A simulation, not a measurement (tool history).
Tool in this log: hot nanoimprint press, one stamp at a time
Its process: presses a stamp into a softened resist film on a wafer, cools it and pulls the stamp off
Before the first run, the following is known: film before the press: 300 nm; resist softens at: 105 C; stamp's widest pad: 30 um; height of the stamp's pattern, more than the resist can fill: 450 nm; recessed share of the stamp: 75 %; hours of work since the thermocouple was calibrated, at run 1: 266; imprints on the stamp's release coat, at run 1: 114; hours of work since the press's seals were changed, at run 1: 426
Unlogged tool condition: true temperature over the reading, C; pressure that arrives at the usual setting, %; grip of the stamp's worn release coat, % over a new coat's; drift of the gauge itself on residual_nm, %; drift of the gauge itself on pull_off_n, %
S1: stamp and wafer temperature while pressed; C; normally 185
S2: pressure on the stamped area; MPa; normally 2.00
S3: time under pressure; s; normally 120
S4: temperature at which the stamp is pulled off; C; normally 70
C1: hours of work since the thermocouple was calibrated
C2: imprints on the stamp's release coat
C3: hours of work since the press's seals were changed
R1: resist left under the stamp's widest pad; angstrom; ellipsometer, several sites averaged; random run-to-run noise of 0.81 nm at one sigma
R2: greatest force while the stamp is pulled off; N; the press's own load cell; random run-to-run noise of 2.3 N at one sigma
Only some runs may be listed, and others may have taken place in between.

run,day,S1,S2,S3,S4,C1,C2,C3,R1,R2
1,0.000,185,2.00,120,70,266,114,426,1109,109
2,2.808,185,2.00,120,70,307,424,467,1130,111
# day 4.488: plate thermocouple calibrated
3,4.504,192,2.00,120,70,0,597,490,734,112
4,5.942,192,2.00,120,70,21,756,511,751,116
5,7.658,185,2.00,120,70,47,945,536,1079,114
6,9.671,185,2.00,120,71,76,1168,566,1093,117
7,11.625,185,2.61,120,71,105,1383,595,965,117
8,13.608,185,2.61,120,71,134,1602,624,974,125
# day 15.500: stamp cleaned and given a new release coat
9,15.871,186,2.00,120,70,164,41,653,1048,107
10,18.233,186,2.00,120,70,198,302,688,1057,112
11,20.371,186,2.00,120,70,230,538,720,1072,112
12,21.962,186,2.00,120,70,253,714,743,1063,116
13,24.729,185,2.00,120,70,294,1019,784,1116,113
14,26.558,185,2.00,120,70,321,1221,810,1137,123
# day 27.200: plate thermocouple calibrated
15,28.742,185,2.00,120,70,23,1448,841,1088,123
# day 30.838: press's hydraulic seals changed and the load cell set to zero
16,31.854,189,2.60,186,66,63,1755,15,619,144
# day 32.371: stamp cleaned and given a new release coat
17,34.142,189,2.60,186,66,93,195,45,624,121
18,36.062,189,2.60,186,66,122,407,73,629,130
19,38.446,189,2.60,186,66,157,671,108,644,127
20,40.012,189,2.60,186,66,180,844,131,639,130
21,42.846,189,2.60,186,66,221,1156,173,660,131
22,44.558,189,2.60,186,66,246,1345,198,655,138
23,46.383,189,2.60,186,66,273,1547,225,655,138
24,48.312,183,2.00,177,70,302,1760,253,1059,126
# day 48.821: stamp cleaned and given a new release coat
# day 50.596: plate thermocouple calibrated
25,51.171,185,2.05,120,68,8,246,290,1046,115

For run 26, what comes out?
26,53.838,178,2.13,95,61,48,540,329,?,?

R1: 1610 angstrom
R2: 143 N
Were there no unlogged condition in the tool, this run, its random variation unchanged, would have produced R1 1583 angstrom, R2 134 N.

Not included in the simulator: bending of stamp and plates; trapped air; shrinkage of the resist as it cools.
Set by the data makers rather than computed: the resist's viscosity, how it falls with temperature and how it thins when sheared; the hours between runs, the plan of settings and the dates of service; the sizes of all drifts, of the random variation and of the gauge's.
